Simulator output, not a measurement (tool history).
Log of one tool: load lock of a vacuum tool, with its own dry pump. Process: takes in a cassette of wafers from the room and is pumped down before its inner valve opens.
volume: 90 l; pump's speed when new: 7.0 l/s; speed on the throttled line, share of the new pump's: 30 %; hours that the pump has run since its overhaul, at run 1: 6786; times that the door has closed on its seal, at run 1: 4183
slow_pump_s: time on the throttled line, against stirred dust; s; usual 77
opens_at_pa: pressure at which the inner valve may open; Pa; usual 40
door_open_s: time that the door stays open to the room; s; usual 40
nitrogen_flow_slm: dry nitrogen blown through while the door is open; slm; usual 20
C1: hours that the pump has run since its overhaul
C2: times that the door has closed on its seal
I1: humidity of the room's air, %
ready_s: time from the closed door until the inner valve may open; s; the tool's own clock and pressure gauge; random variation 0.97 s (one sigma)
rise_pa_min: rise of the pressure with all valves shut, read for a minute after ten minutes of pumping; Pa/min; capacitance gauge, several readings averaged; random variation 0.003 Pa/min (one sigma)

{"run": 1, "hour": 0.0, "slow_pump_s": 77, "opens_at_pa": 40, "door_open_s": 40, "nitrogen_flow_slm": 20, "C1": 6786, "C2": 4183, "I1": 46.4, "ready_s": 162.3, "rise_pa_min": 0.075}
{"run": 2, "hour": 169.2, "slow_pump_s": 77, "opens_at_pa": 40, "door_open_s": 40, "nitrogen_flow_slm": 20, "C1": 6956, "C2": 4883, "I1": 42.9, "ready_s": 163.4, "rise_pa_min": 0.077}
{"run": 3, "hour": 500.3, "slow_pump_s": 131, "opens_at_pa": 40, "door_open_s": 40, "nitrogen_flow_slm": 20, "C1": 7287, "C2": 6253, "I1": 43.3, "ready_s": 198.6, "rise_pa_min": 0.104}
{"run": 4, "hour": 687.5, "slow_pump_s": 131, "opens_at_pa": 40, "door_open_s": 40, "nitrogen_flow_slm": 16, "C1": 7474, "C2": 7028, "I1": 45.5, "ready_s": 198.8, "rise_pa_min": 0.121}
{"run": 5, "hour": 944.4, "slow_pump_s": 131, "opens_at_pa": 32, "door_open_s": 40, "nitrogen_flow_slm": 16, "C1": 7731, "C2": 8090, "I1": 44.1, "ready_s": 205, "rise_pa_min": 0.13}
{"run": 6, "hour": 1227.1, "slow_pump_s": 131, "opens_at_pa": 32, "door_open_s": 40, "nitrogen_flow_slm": 16, "C1": 8014, "C2": 9260, "I1": 50, "ready_s": 202.7, "rise_pa_min": 0.162}
{"run": 7, "hour": 1400.1, "slow_pump_s": 77, "opens_at_pa": 42, "door_open_s": 40, "nitrogen_flow_slm": 20, "C1": 8186, "C2": 9976, "I1": 42.2, "ready_s": 164, "rise_pa_min": 0.162}
{"run": 8, "hour": 1736.8, "slow_pump_s": 77, "opens_at_pa": 42, "door_open_s": 40, "nitrogen_flow_slm": 20, "C1": 8523, "C2": 11369, "I1": 44.5, "ready_s": 163.5, "rise_pa_min": 0.196}
{"run": 9, "hour": 2052.8, "slow_pump_s": 77, "opens_at_pa": 40, "door_open_s": 40, "nitrogen_flow_slm": 20, "C1": 8839, "C2": 12677, "I1": 43.7, "ready_s": 166.4, "rise_pa_min": 0.225}
{"run": 10, "hour": 2371.1, "slow_pump_s": 77, "opens_at_pa": 40, "door_open_s": 40, "nitrogen_flow_slm": 7, "C1": 9157, "C2": 13994, "I1": 43.6, "ready_s": 166.8, "rise_pa_min": 0.265}
{"run": 11, "hour": 2552.7, "slow_pump_s": 77, "opens_at_pa": 40, "door_open_s": 40, "nitrogen_flow_slm": 7, "C1": 9339, "C2": 14745, "I1": 43.3, "ready_s": 165.7, "rise_pa_min": 0.282}
{"run": 12, "hour": 2829.7, "slow_pump_s": 77, "opens_at_pa": 40, "door_open_s": 40, "nitrogen_flow_slm": 7, "C1": 9616, "C2": 15891, "I1": 46.6, "ready_s": 166.9, "rise_pa_min": 0.315}
{"run": 13, "hour": 3117.6, "slow_pump_s": 77, "opens_at_pa": 40, "door_open_s": 40, "nitrogen_flow_slm": 20, "C1": 9904, "C2": 17083, "I1": 40.7, "ready_s": 168.5, "rise_pa_min": 0.342}
{"run": 14, "hour": 3383.5, "slow_pump_s": 77, "opens_at_pa": 40, "door_open_s": 40, "nitrogen_flow_slm": 20, "C1": 10170, "C2": 18183, "I1": 45, "ready_s": 167.1, "rise_pa_min": 0.385}
{"run": 15, "hour": 3753.7, "slow_pump_s": 77, "opens_at_pa": 40, "door_open_s": 40, "nitrogen_flow_slm": 20, "C1": 10540, "C2": 19715, "I1": 46.6, "ready_s": 168.2, "rise_pa_min": 0.439}
{"run": 16, "hour": 4138.8, "slow_pump_s": 77, "opens_at_pa": 40, "door_open_s": 40, "nitrogen_flow_slm": 20, "C1": 10925, "C2": 21308, "I1": 44.6, "ready_s": 170, "rise_pa_min": 0.499}
{"run": 17, "hour": 4477.7, "slow_pump_s": 77, "opens_at_pa": 40, "door_open_s": 40, "nitrogen_flow_slm": 20, "C1": 11264, "C2": 22711, "I1": 45.5, "ready_s": 169.1, "rise_pa_min": 0.546}
{"run": 18, "hour": 4726.9, "slow_pump_s": 77, "opens_at_pa": 40, "door_open_s": 40, "nitrogen_flow_slm": 20, "C1": 11513, "C2": 23742, "I1": 46.1, "ready_s": 169.7, "rise_pa_min": 0.594}
{"run": 19, "hour": 4899.9, "slow_pump_s": 77, "opens_at_pa": 40, "door_open_s": 40, "nitrogen_flow_slm": 20, "C1": 11686, "C2": 24457, "I1": 45.2, "ready_s": 171.8, "rise_pa_min": 0.621}
{"run": 20, "hour": 5242.6, "slow_pump_s": 77, "opens_at_pa": 40, "door_open_s": 37, "nitrogen_flow_slm": 4, "C1": 12029, "C2": 25875, "I1": 42.4, "ready_s": 170.8, "rise_pa_min": 0.673}
{"run": 21, "hour": 5488.0, "slow_pump_s": 152, "opens_at_pa": 30, "door_open_s": 39, "nitrogen_flow_slm": 44, "C1": 12274, "C2": 26891, "I1": 45.4, "ready_s": 227.3, "rise_pa_min": 0.726}
{"hour": 5553.4, "done": "door's seal changed, seat wiped"}
{"run": 22, "hour": 5676.5, "slow_pump_s": 152, "opens_at_pa": 30, "door_open_s": 39, "nitrogen_flow_slm": 44, "C1": 12461, "C2": 510, "I1": 41.9, "ready_s": 223.8, "rise_pa_min": 0.009}
{"run": 23, "hour": 5862.7, "slow_pump_s": 152, "opens_at_pa": 30, "door_open_s": 39, "nitrogen_flow_slm": 44, "C1": 12648, "C2": 1280, "I1": 48.4, "ready_s": 223, "rise_pa_min": 0.028}
{"run": 24, "hour": 6242.7, "slow_pump_s": 49, "opens_at_pa": 29, "door_open_s": 40, "nitrogen_flow_slm": 9, "C1": 13028, "C2": 2852, "I1": 45.9, "ready_s": 161, "rise_pa_min": 0.046}
{"run": 25, "hour": 6539.4, "slow_pump_s": 49, "opens_at_pa": 40, "door_open_s": 40, "nitrogen_flow_slm": 20, "C1": 13324, "C2": 4080, "I1": 45, "ready_s": 153.2, "rise_pa_min": 0.058}
{"run": 26, "hour": 6765.6, "slow_pump_s": 49, "opens_at_pa": 40, "door_open_s": 40, "nitrogen_flow_slm": 20, "C1": 13551, "C2": 5016, "I1": 45.7, "ready_s": 155.6, "rise_pa_min": 0.072}
{"run": 27, "hour": 6992.6, "slow_pump_s": 57, "opens_at_pa": 44, "door_open_s": 54, "nitrogen_flow_slm": 13, "C1": 13777, "C2": 5955, "I1": 42.9, "ready_s": 162.4, "rise_pa_min": 0.093}
{"run": 28, "hour": 7327.9, "slow_pump_s": 148, "opens_at_pa": 44, "door_open_s": 54, "nitrogen_flow_slm": 13, "C1": 14113, "C2": 7343, "I1": 45.3, "ready_s": 217.7, "rise_pa_min": 0.11}
{"run": 29, "hour": 7638.1, "slow_pump_s": 54, "opens_at_pa": 42, "door_open_s": 156, "nitrogen_flow_slm": 5, "C1": 14423, "C2": 8626, "I1": 48.3, "ready_s": 161.1, "rise_pa_min": 0.178}
{"run": 30, "hour": 7988.9, "slow_pump_s": 54, "opens_at_pa": 42, "door_open_s": 156, "nitrogen_flow_slm": 5, "C1": 14774, "C2": 10078, "I1": 44.1, "ready_s": 160.7, "rise_pa_min": 0.196}
{"run": 31, "hour": 8323.3, "slow_pump_s": 41, "opens_at_pa": 35, "door_open_s": 31, "nitrogen_flow_slm": 6, "C1": 15108, "C2": 11462, "I1": 43.8, "ready_s": 156.7, "rise_pa_min": 0.196}
{"run": 32, "hour": 8638.7, "slow_pump_s": 41, "opens_at_pa": 35, "door_open_s": 31, "nitrogen_flow_slm": 6, "C1": 15424, "C2": 12767, "I1": 46.6, "ready_s": 157.9, "rise_pa_min": 0.221}
{"run": 33, "hour": 8819.3, "slow_pump_s": 41, "opens_at_pa": 35, "door_open_s": 31, "nitrogen_flow_slm": 6, "C1": 15604, "C2": 13514, "I1": 43.1, "ready_s": 156.7, "rise_pa_min": 0.233}
{"run": 34, "hour": 9009.9, "slow_pump_s": 41, "opens_at_pa": 35, "door_open_s": 31, "nitrogen_flow_slm": 6, "C1": 15795, "C2": 14303, "I1": 45.7, "ready_s": 158.4, "rise_pa_min": 0.259}
{"hour": 9324.7, "done": "dry pump taken out, an overhauled one fitted"}
{"run": 35, "hour": 9394.0, "slow_pump_s": 41, "opens_at_pa": 35, "door_open_s": 31, "nitrogen_flow_slm": 6, "C1": 69, "C2": 15867, "I1": 46.3, "ready_s": 132.1, "rise_pa_min": 0.291}
{"run": 36, "hour": 9677.6, "slow_pump_s": 41, "opens_at_pa": 35, "door_open_s": 31, "nitrogen_flow_slm": 6, "C1": 353, "C2": 17041, "I1": 46.8, "ready_s": 132.6, "rise_pa_min": 0.322}
{"run": 37, "hour": 9853.3, "slow_pump_s": 80, "opens_at_pa": 31, "door_open_s": 144, "nitrogen_flow_slm": 4, "C1": 529, "C2": 17768, "I1": 44.8, "ready_s": 163, "rise_pa_min": 0.374}
{"run": 38, "hour": 10169.8, "slow_pump_s": 44, "opens_at_pa": 40, "door_open_s": 37, "nitrogen_flow_slm": 26, "C1": 845, "C2": 19077, "I1": 46.3, "ready_s": 134.5, "rise_pa_min": 0.376}

Hidden state at the last listed run before each entry between runs and at the first one after, where it differs:
Between runs 21 and 22: door's seal changed, seat wiped (hour 5553.4)
  pump's speed, % of a new pump's: 82.6 -> 82.3; leak at the door's seal, Pa l/s: 1.0684 -> 0.0093
  measured less the result without the state, ready_s: +12.7 -> +12.7 s; rise_pa_min: +0.713 -> +0.004 Pa/min
Between runs 34 and 35: dry pump taken out, an overhauled one fitted (hour 9324.7)
  pump's speed, % of a new pump's: 77.3 -> 99; leak at the door's seal, Pa l/s: 0.3507 -> 0.4077
  measured less the result without the state, ready_s: +26.5 -> +0.9 s; rise_pa_min: +0.239 -> +0.27 Pa/min
